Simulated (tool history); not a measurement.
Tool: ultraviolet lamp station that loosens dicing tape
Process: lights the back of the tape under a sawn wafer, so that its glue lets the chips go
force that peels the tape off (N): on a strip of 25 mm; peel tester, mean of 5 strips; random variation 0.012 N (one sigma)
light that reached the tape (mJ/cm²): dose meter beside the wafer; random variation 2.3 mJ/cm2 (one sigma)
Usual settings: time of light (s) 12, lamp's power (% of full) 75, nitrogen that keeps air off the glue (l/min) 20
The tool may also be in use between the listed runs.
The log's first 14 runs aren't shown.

| run | hour | time of light (s) | lamp's power (% of full) | nitrogen that keeps air off the glue (l/min) | force that peels the tape off (N) | light that reached the tape (mJ/cm²) |
|---|---|---|---|---|---|---|
| 15 | 218 | 22 | 75 | 9 | 0.547 | 314 |
| 16 | 237.1 | 22 | 75 | 9 | 0.584 | 307 |
| 17 | 249.5 | 22 | 75 | 9 | 0.601 | 304 |
| 18 | 259.2 | 12 | 90 | 20 | 0.803 | 200 |
| 19 | 276.8 | 18 | 75 | 20 | 0.466 | 245 |
| 20 | 290.6 | 18 | 75 | 20 | 0.514 | 247 |
| 21 | 303.4 | 18 | 75 | 20 | 0.495 | 245 |
| 22 | 323.2 | 12 | 75 | 20 | 1.185 | 160 |
| 23 | 337.2 | 17 | 85 | 19 | 0.453 | 255 |
| 24 | 356 | 12 | 99 | 31 | 0.475 | 210 |
| 25 | 370.6 | 12 | 99 | 31 | 0.516 | 210 |
| 26 | 381 | 12 | 99 | 31 | 0.508 | 206 |
| 27 | 399.1 | 19 | 96 | 10 | 0.502 | 318 |
| 28 | 413.7 | 19 | 96 | 10 | 0.498 | 316 |
| 29 | 432.9 | 12 | 61 | 39 | 1.294 | 125 |
| 30 | 442.7 | 12 | 61 | 39 | 1.327 | 122 |
| 31 | 453.6 | 9 | 75 | 7 | 3.075 | 116 |
| 32 | 466.9 | 9 | 75 | 7 | 3.094 | 112 |
| 33 | 482.3 | 9 | 75 | 38 | 1.486 | 114 |
| 34 | 501.9 | 16 | 71 | 15 | 1.063 | 190 |
| 35 | 518.9 | 12 | 70 | 9 | 2.311 | 135 |

Run 36 comes next. What will it give?
| 36 | 527.6 | 8 | 84 | 38 | ? | ? |

force that peels the tape off (N): 1.602
light that reached the tape (mJ/cm²): 114
Without the tool's hidden state the same run would have given force that peels the tape off (N) 0.649, light that reached the tape (mJ/cm²) 182.

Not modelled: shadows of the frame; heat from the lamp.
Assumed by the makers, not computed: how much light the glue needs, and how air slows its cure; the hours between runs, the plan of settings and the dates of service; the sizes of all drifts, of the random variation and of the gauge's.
